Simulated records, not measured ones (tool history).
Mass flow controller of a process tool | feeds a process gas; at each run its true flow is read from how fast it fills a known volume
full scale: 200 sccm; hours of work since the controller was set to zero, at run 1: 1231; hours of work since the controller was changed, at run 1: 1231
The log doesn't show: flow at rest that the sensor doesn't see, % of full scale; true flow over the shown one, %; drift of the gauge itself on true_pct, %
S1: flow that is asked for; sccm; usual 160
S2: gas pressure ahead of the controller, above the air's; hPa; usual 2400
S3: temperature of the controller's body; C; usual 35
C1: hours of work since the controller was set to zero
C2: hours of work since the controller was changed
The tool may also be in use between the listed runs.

run 1 hour=0.0 | S1=160 S2=2400 S3=35 | C1=1231 C2=1231 | true_flow_(%)=101.90
run 2 hour=160.0 | S1=160 S2=2400 S3=35 | C1=1346 C2=1346 | true_flow_(%)=101.94
run 3 hour=386.7 | S1=160 S2=2400 S3=35 | C1=1510 C2=1510 | true_flow_(%)=101.94
run 4 hour=522.7 | S1=160 S2=2400 S3=35 | C1=1608 C2=1608 | true_flow_(%)=102.15
run 5 hour=638.3 | S1=160 S2=2400 S3=35 | C1=1691 C2=1691 | true_flow_(%)=102.23
run 6 hour=772.6 | S1=160 S2=1430 S3=35 | C1=1788 C2=1788 | true_flow_(%)=101.90
run 7 hour=1020.1 | S1=160 S2=1430 S3=35 | C1=1967 C2=1967 | true_flow_(%)=102.01
run 8 hour=1162.6 | S1=160 S2=1430 S3=35 | C1=2070 C2=2070 | true_flow_(%)=101.83
run 9 hour=1398.5 | S1=160 S2=1430 S3=35 | C1=2240 C2=2240 | true_flow_(%)=102.14
run 10 hour=1653.1 | S1=45 S2=2390 S3=25 | C1=2424 C2=2424 | true_flow_(%)=101.73
run 11 hour=1776.9 | S1=45 S2=2390 S3=25 | C1=2513 C2=2513 | true_flow_(%)=102.08
run 12 hour=2007.9 | S1=45 S2=2390 S3=25 | C1=2680 C2=2680 | true_flow_(%)=102.16
run 13 hour=2192.9 | S1=45 S2=2390 S3=25 | C1=2813 C2=2813 | true_flow_(%)=102.38
run 14 hour=2392.9 | S1=160 S2=2360 S3=35 | C1=2957 C2=2957 | true_flow_(%)=103.22
run 15 hour=2647.2 | S1=45 S2=2400 S3=39 | C1=3141 C2=3141 | true_flow_(%)=104.01

Forecast run 16:
run 16 hour=2845.2 | S1=45 S2=2400 S3=39 | C1=3284 C2=3284 | true_flow_(%)=?

true flow (%): 104.40
Without the tool's hidden state the same run would have given true flow (%) 99.54.
